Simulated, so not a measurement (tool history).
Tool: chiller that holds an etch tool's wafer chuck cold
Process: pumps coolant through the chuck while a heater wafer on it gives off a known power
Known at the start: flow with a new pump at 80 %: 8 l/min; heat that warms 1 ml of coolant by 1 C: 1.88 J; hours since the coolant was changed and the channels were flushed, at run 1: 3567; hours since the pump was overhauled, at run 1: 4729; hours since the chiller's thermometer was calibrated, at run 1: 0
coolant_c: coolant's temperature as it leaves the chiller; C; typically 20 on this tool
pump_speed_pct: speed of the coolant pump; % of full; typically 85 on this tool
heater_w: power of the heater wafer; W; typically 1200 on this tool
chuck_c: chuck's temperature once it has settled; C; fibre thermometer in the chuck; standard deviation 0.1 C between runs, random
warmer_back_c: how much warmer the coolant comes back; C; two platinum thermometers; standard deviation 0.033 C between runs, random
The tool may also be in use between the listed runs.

run	hour	coolant_c	pump_speed_pct	heater_w	hours since the coolant was changed and the channels were flushed	hours since the pump was overhauled	hours since the chiller's thermometer was calibrated	chuck_c	warmer_back_c
1	0	20	85	1200	3567	4729	0	28.1	4.56
2	91.1	20	85	1200	3659	4820	91	28	4.5
3	245.9	20	85	1200	3813	4975	246	28.1	4.46
4	392.7	20	85	1200	3960	5122	393	28.1	4.46
5	536.6	20	85	1200	4104	5266	537	28	4.42
6	702.5	20	85	1200	4270	5432	703	27.9	4.29
7	815.5	20	85	1200	4383	5545	815	27.9	4.36
8	918.4	25	66	710	4486	5648	918	30.8	3.2
9	1001.3	25	66	710	4569	5731	1001	30.7	3.22
10	1175.1	25	68	1615	4743	5904	1175	37.7	7.34
11	1314.3	20	62	1615	4882	6044	1314	33.5	7.97
12	1408.9	20	82	1572	4976	6138	1409	30.6	5.83
13	1527	20	82	1572	5094	6256	1527	30.8	5.81

Pick out some run-to-run changes in warmer_back_c. Of each, how much would a tool without hidden state show as well, from the settings, what came in and chance, and how much is left for the hidden state and any gauge scatter not in both results compared?
Hidden conditions of the tool in this case: heat passed by the chuck's channels, % of clean ones'; flow at a given pump speed, % of a new pump's; coolant's true temperature over the reading, C; drift of the gauge itself on chuck_c, C; drift of the gauge itself on warmer_back_c, C.
Run 3 -> 4: no setting touched and nothing written in the log between the runs. warmer_back_c +0 C: hidden state -0.04, all else +0.04.
Run 9 -> 10: pump_speed_pct 66 -> 68, heater_w 710 -> 1615. warmer_back_c +4.12 C: hidden state -0.02, all else +4.14.
